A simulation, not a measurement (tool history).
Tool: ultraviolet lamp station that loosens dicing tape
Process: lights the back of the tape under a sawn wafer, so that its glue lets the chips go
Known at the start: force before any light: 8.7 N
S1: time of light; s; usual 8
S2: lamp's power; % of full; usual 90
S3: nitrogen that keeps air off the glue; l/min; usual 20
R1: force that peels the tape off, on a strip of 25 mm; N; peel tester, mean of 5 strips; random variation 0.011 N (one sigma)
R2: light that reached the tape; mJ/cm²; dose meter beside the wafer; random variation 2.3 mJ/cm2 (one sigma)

run,hour,S1,S2,S3,R1,R2
1,0.0,8,90,20,0.643,212
2,7.2,8,90,20,0.661,209
3,11.7,7,90,20,0.848,187
4,15.8,7,90,20,0.850,185
5,19.7,7,90,20,0.869,188
6,28.5,7,90,20,0.852,185
7,37.1,7,90,20,0.839,180
8,46.1,8,84,20,0.755,197
# hour 47.3: window cleaned of glue's vapour
9,51.3,8,90,19,0.825,191
10,57.8,10,90,19,0.543,240
11,61.7,8,90,20,0.806,190
12,67.7,8,90,20,0.801,189
13,72.3,8,90,8,1.479,193
14,76.6,8,90,8,1.486,187
# hour 82.7: window cleaned of glue's vapour, once more
15,84.7,5,64,27,1.884,107
16,93.8,5,64,27,1.888,111
17,98.3,11,75,27,0.342,268
18,107.9,11,75,27,0.357,272
19,115.0,8,90,30,0.416,240
20,124.1,8,86,20,0.550,230
21,132.4,8,90,19,0.539,240
22,136.4,5,90,19,1.303,151
23,142.4,6,100,19,0.782,198
24,148.2,6,63,7,2.737,126
25,155.4,8,85,22,0.570,225
26,159.5,8,85,22,0.544,220

5 ways to go on from here, each from the tool as it stands after run 26. What would each give?
A,166.9,16,99,7,?,?
B,166.9,12,100,13,?,?
C,166.9,6,96,8,?,?
D,166.9,8,90,23,?,?
E,166.9,13,85,22,?,?

run,R1,R2
A,0.283,519
B,0.307,391
C,1.510,187
D,0.495,237
E,0.258,362
Without the tool's hidden state the same runs would have given:
run,R1,R2
A,0.270,543
B,0.291,409
C,1.402,195
D,0.454,248
E,0.247,379

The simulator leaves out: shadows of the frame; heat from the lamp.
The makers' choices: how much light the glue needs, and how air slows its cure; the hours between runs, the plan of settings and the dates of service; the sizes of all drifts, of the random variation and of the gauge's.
